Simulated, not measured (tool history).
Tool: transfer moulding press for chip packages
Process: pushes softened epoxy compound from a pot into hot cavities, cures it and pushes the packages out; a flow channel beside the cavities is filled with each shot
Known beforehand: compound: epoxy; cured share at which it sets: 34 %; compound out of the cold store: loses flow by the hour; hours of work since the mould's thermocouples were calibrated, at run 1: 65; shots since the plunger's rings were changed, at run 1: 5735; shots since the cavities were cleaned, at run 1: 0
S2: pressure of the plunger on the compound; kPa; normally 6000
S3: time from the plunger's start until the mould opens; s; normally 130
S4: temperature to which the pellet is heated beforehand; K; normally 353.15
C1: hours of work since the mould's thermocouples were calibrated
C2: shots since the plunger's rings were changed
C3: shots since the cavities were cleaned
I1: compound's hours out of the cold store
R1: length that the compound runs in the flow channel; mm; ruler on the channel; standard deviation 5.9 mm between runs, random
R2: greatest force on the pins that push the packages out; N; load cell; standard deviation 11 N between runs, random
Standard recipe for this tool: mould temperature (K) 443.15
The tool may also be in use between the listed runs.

{"run": 1, "hour": 0.0, "mould temperature (K)": 443.15, "S2": 6000, "S3": 130, "S4": 353.15, "C1": 65, "C2": 5735, "C3": 0, "I1": 30.5, "R1": 758, "R2": 512}
{"run": 2, "hour": 25.6, "mould temperature (K)": 443.15, "S2": 6000, "S3": 130, "S4": 353.15, "C1": 84, "C2": 5998, "C3": 263, "I1": 10.9, "R1": 849, "R2": 832}
{"run": 3, "hour": 42.1, "mould temperature (K)": 443.15, "S2": 6000, "S3": 130, "S4": 353.15, "C1": 96, "C2": 6168, "C3": 433, "I1": 23.5, "R1": 789, "R2": 882}
{"run": 4, "hour": 63.1, "mould temperature (K)": 443.15, "S2": 6000, "S3": 130, "S4": 353.15, "C1": 111, "C2": 6385, "C3": 650, "I1": 36.3, "R1": 724, "R2": 880}
{"hour": 89.3, "done": "cavities cleaned with cleaning compound and waxed"}
{"run": 5, "hour": 91.6, "mould temperature (K)": 443.15, "S2": 6000, "S3": 130, "S4": 353.15, "C1": 131, "C2": 6662, "C3": 23, "I1": 29.0, "R1": 762, "R2": 534}
{"hour": 97.4, "done": "plunger's sealing rings changed"}
{"run": 6, "hour": 115.2, "mould temperature (K)": 443.15, "S2": 6000, "S3": 130, "S4": 353.15, "C1": 146, "C2": 184, "C3": 241, "I1": 43.8, "R1": 775, "R2": 729}
{"run": 7, "hour": 140.6, "mould temperature (K)": 443.15, "S2": 6000, "S3": 130, "S4": 353.15, "C1": 165, "C2": 445, "C3": 502, "I1": 33.4, "R1": 816, "R2": 857}
{"run": 8, "hour": 164.9, "mould temperature (K)": 443.15, "S2": 6000, "S3": 145, "S4": 353.15, "C1": 183, "C2": 695, "C3": 752, "I1": 44.9, "R1": 766, "R2": 803}
{"hour": 179.5, "done": "cavities cleaned with cleaning compound and waxed"}
{"run": 9, "hour": 193.9, "mould temperature (K)": 443.15, "S2": 6000, "S3": 130, "S4": 353.15, "C1": 203, "C2": 978, "C3": 148, "I1": 27.7, "R1": 843, "R2": 687}
{"run": 10, "hour": 212.3, "mould temperature (K)": 443.15, "S2": 6000, "S3": 130, "S4": 353.15, "C1": 216, "C2": 1167, "C3": 337, "I1": 39.6, "R1": 785, "R2": 799}
{"run": 11, "hour": 227.4, "mould temperature (K)": 443.15, "S2": 6000, "S3": 130, "S4": 353.15, "C1": 227, "C2": 1323, "C3": 493, "I1": 43.7, "R1": 753, "R2": 866}
{"run": 12, "hour": 248.8, "mould temperature (K)": 443.15, "S2": 6000, "S3": 130, "S4": 353.15, "C1": 243, "C2": 1543, "C3": 713, "I1": 47.1, "R1": 746, "R2": 884}
{"hour": 267.1, "done": "cavities cleaned with cleaning compound and waxed"}
{"run": 13, "hour": 277.4, "mould temperature (K)": 443.15, "S2": 6000, "S3": 130, "S4": 352.15, "C1": 263, "C2": 1822, "C3": 106, "I1": 39.5, "R1": 767, "R2": 626}
{"run": 14, "hour": 298.0, "mould temperature (K)": 443.15, "S2": 4590, "S3": 130, "S4": 352.15, "C1": 278, "C2": 2034, "C3": 318, "I1": 16.3, "R1": 768, "R2": 811}
{"run": 15, "hour": 323.0, "mould temperature (K)": 443.15, "S2": 4590, "S3": 130, "S4": 352.15, "C1": 296, "C2": 2292, "C3": 576, "I1": 17.8, "R1": 767, "R2": 922}
{"run": 16, "hour": 341.1, "mould temperature (K)": 443.15, "S2": 4590, "S3": 130, "S4": 352.15, "C1": 309, "C2": 2477, "C3": 761, "I1": 18.7, "R1": 760, "R2": 993}
{"run": 17, "hour": 353.0, "mould temperature (K)": 443.15, "S2": 4590, "S3": 130, "S4": 352.15, "C1": 318, "C2": 2600, "C3": 884, "I1": 26.8, "R1": 718, "R2": 1010}
{"hour": 356.1, "done": "cavities cleaned with cleaning compound and waxed"}
{"run": 18, "hour": 374.0, "mould temperature (K)": 446.15, "S2": 4590, "S3": 156, "S4": 352.15, "C1": 332, "C2": 2801, "C3": 185, "I1": 19.7, "R1": 734, "R2": 543}
{"run": 19, "hour": 398.9, "mould temperature (K)": 443.15, "S2": 6000, "S3": 130, "S4": 347.15, "C1": 350, "C2": 3057, "C3": 441, "I1": 21.7, "R1": 840, "R2": 865}
{"run": 20, "hour": 416.2, "mould temperature (K)": 443.15, "S2": 6000, "S3": 130, "S4": 347.15, "C1": 363, "C2": 3235, "C3": 619, "I1": 22.4, "R1": 827, "R2": 905}
{"run": 21, "hour": 437.8, "mould temperature (K)": 443.15, "S2": 6000, "S3": 152, "S4": 349.15, "C1": 378, "C2": 3457, "C3": 841, "I1": 23.7, "R1": 819, "R2": 779}
{"hour": 445.0, "done": "cavities cleaned with cleaning compound and waxed"}
{"run": 22, "hour": 455.8, "mould temperature (K)": 443.15, "S2": 6000, "S3": 152, "S4": 349.15, "C1": 390, "C2": 3627, "C3": 111, "I1": 12.8, "R1": 872, "R2": 548}
{"hour": 475.8, "done": "mould's thermocouples calibrated"}
{"run": 23, "hour": 478.6, "mould temperature (K)": 446.15, "S2": 6000, "S3": 117, "S4": 353.15, "C1": 2, "C2": 3842, "C3": 326, "I1": 12.2, "R1": 858, "R2": 854}
{"run": 24, "hour": 495.5, "mould temperature (K)": 443.15, "S2": 5030, "S3": 142, "S4": 353.15, "C1": 14, "C2": 4015, "C3": 499, "I1": 32.2, "R1": 711, "R2": 830}
{"run": 25, "hour": 512.8, "mould temperature (K)": 444.15, "S2": 5030, "S3": 142, "S4": 352.15, "C1": 27, "C2": 4193, "C3": 677, "I1": 47.4, "R1": 653, "R2": 799}
{"hour": 535.8, "done": "cavities cleaned with cleaning compound and waxed"}
{"run": 26, "hour": 535.8, "mould temperature (K)": 442.15, "S2": 6000, "S3": 125, "S4": 358.15, "C1": 43, "C2": 4415, "C3": 0, "I1": 24.6, "R1": 804, "R2": 581}
{"run": 27, "hour": 549.5, "mould temperature (K)": 442.15, "S2": 6000, "S3": 125, "S4": 358.15, "C1": 53, "C2": 4555, "C3": 140, "I1": 38.6, "R1": 740, "R2": 753}
{"run": 28, "hour": 567.8, "mould temperature (K)": 436.15, "S2": 6850, "S3": 125, "S4": 358.15, "C1": 66, "C2": 4744, "C3": 329, "I1": 47.2, "R1": 780, "R2": 1417}

Predict each of these 3 candidate next runs independently; none follows another, all start after run 28:
{"run": "A", "hour": 590.2, "mould temperature (K)": 446.15, "S2": 7480, "S3": 127, "S4": 358.15, "C1": 82, "C2": 4975, "C3": 560, "I1": 28.1, "R1": "?", "R2": "?"}
{"run": "B", "hour": 590.2, "mould temperature (K)": 446.15, "S2": 6000, "S3": 130, "S4": 353.15, "C1": 82, "C2": 4975, "C3": 560, "I1": 27.0, "R1": "?", "R2": "?"}
{"run": "C", "hour": 590.2, "mould temperature (K)": 438.15, "S2": 6130, "S3": 154, "S4": 353.15, "C1": 82, "C2": 4975, "C3": 560, "I1": 42.3, "R1": "?", "R2": "?"}

run=A R1=853 R2=839
run=B R1=773 R2=795
run=C R1=728 R2=886
With no hidden state in the tool, these same runs would have given:
run=A R1=928 R2=463
run=B R1=841 R2=440
run=C R1=792 R2=487
